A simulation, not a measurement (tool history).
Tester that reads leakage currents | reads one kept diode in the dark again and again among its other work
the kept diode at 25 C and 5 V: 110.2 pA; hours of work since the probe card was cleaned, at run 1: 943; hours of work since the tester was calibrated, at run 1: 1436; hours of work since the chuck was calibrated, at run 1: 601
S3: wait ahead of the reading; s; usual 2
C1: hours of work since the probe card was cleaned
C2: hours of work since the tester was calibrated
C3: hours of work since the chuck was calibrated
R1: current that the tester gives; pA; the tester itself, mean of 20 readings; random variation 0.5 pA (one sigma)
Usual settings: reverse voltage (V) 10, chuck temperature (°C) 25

Run 1, day 0: usual settings; C1 943; C2 1436; C3 601. Result: R1 168.99 pA.
Run 2, day 1.5: usual settings but S3 3.35 s; C1 961; C2 1454; C3 619. Result: R1 169.18 pA.
Run 3, day 3.154: usual settings but reverse voltage (V) 5.1; C1 981; C2 1474; C3 639. Result: R1 115.28 pA.
Run 4, day 4.1: usual settings but reverse voltage (V) 5.1; C1 993; C2 1485; C3 650. Result: R1 115.13 pA.
Run 5, day 5.229: usual settings but reverse voltage (V) 5.1; C1 1006; C2 1499; C3 664. Result: R1 115.61 pA.
Run 6, day 6.871: usual settings but chuck temperature (°C) 45; C1 1026; C2 1519; C3 684. Result: R1 767.56 pA.
Run 7, day 8.288: usual settings but chuck temperature (°C) 45, S3 1.39 s; C1 1043; C2 1536; C3 701. Result: R1 765.37 pA.
Run 8, day 9.775: usual settings but reverse voltage (V) 6.6; C1 1061; C2 1554; C3 719. Result: R1 134.03 pA.
Run 9, day 10.958: usual settings; C1 1076; C2 1568; C3 733. Result: R1 170.38 pA.
Run 10, day 11.8: usual settings; C1 1086; C2 1578; C3 744. Result: R1 170.51 pA.
Run 11, day 13.729: usual settings; C1 1109; C2 1602; C3 767. Result: R1 171.79 pA.
Run 12, day 14.933: usual settings; C1 1124; C2 1616; C3 781. Result: R1 171.38 pA.
Run 13, day 15.967: usual settings but chuck temperature (°C) 22; C1 1136; C2 1629; C3 794. Result: R1 134.98 pA.
Run 14, day 17.888: usual settings but reverse voltage (V) 1.8; C1 1159; C2 1652; C3 817. Result: R1 64.1 pA.
Run 15, day 18.8: usual settings but reverse voltage (V) 1.8; C1 1170; C2 1663; C3 828. Result: R1 64.59 pA.
Run 16, day 19.929: usual settings but reverse voltage (V) 11.7; C1 1184; C2 1677; C3 842. Result: R1 187.97 pA.
Run 17, day 21.304: usual settings but reverse voltage (V) 18.6, chuck temperature (°C) 49, S3 7.09 s; C1 1201; C2 1693; C3 858. Result: R1 1430.83 pA.
Run 18, day 22.438: usual settings but reverse voltage (V) 3.9, chuck temperature (°C) 22, S3 9.82 s; C1 1214; C2 1707; C3 872. Result: R1 78.22 pA.
Run 19, day 23.367: usual settings but reverse voltage (V) 3.9, chuck temperature (°C) 22, S3 9.82 s; C1 1226; C2 1718; C3 883. Result: R1 78.27 pA.
Run 20, day 24.946: usual settings but reverse voltage (V) 1.6, S3 0.44 s; C1 1245; C2 1737; C3 902. Result: R1 61.03 pA.
Run 21, day 26.396: usual settings but reverse voltage (V) 19.2, chuck temperature (°C) 32, S3 0.44 s; C1 1262; C2 1755; C3 920. Result: R1 440.46 pA.
Run 22, day 28.133: usual settings but reverse voltage (V) 19.2, chuck temperature (°C) 32, S3 0.44 s; C1 1283; C2 1776; C3 941. Result: R1 440.04 pA.
Run 23, day 29.217: usual settings but reverse voltage (V) 3.4, chuck temperature (°C) 31, S3 0.72 s; C1 1296; C2 1789; C3 954. Result: R1 149.43 pA.
Run 24, day 31.096: usual settings but reverse voltage (V) 3.4, chuck temperature (°C) 31, S3 0.72 s; C1 1319; C2 1811; C3 977. Result: R1 150.92 pA.
At day 32.908: chuck's temperature calibrated.
Run 25, day 32.954: usual settings but reverse voltage (V) 12.3, chuck temperature (°C) 49, S3 2.15 s; C1 1340; C2 1833; C3 1. Result: R1 1098.62 pA.
Run 26, day 34.917: usual settings but reverse voltage (V) 4.6, chuck temperature (°C) 49, S3 3.16 s; C1 1364; C2 1857; C3 24. Result: R1 636.32 pA.
Run 27, day 36.296: usual settings but reverse voltage (V) 3.9, chuck temperature (°C) 33, S3 0.96 s; C1 1381; C2 1873; C3 41. Result: R1 179.71 pA.
Run 28, day 37.421: usual settings but reverse voltage (V) 3.9, chuck temperature (°C) 33, S3 0.96 s; C1 1394; C2 1887; C3 55. Result: R1 179.53 pA.
Run 29, day 39.075: usual settings but chuck temperature (°C) 53; C1 1415; C2 1907; C3 75. Result: R1 1292.91 pA.
Run 30, day 40.412: usual settings but chuck temperature (°C) 38, S3 0.44 s; C1 1431; C2 1923; C3 91. Result: R1 452.84 pA.
Run 31, day 42.058: usual settings but reverse voltage (V) 2.4, chuck temperature (°C) 20, S3 4.49 s; C1 1451; C2 1943; C3 111. Result: R1 48.68 pA.
Run 32, day 42.921: usual settings but reverse voltage (V) 2.3, S3 7.72 s; C1 1461; C2 1953; C3 121. Result: R1 71.17 pA.

Measured less the same run without the tool's hidden state. The same run-to-run variation is in both; the gauge's scatter may not be:
The hidden state here: stray current of the dirty probe card, pA a volt; current scale over the true one, %; true chuck temperature over the reading, C; drift of the gauge itself on leakage_pa, %.
run      R1
  1   +4.62
  2   +4.84
  3   +2.95
  4   +3.02
  5   +3.11
  6  +11.97
  7  +12.52
  8   +4.27
  9   +6.06
 10   +6.18
 11   +6.46
 12    +6.6
 13   +6.07
 14   +1.98
 15   +2.03
 16    +8.2
 17  +32.42
 18   +3.32
 19   +3.38
 20   +2.12
 21  +17.42
 22  +17.94
 23   +5.24
 24   +5.48
 25  -17.26
 26  -10.31
 27   -1.76
 28   -1.63
 29  -18.06
 30   -3.22
 31   +0.28
 32   -0.07
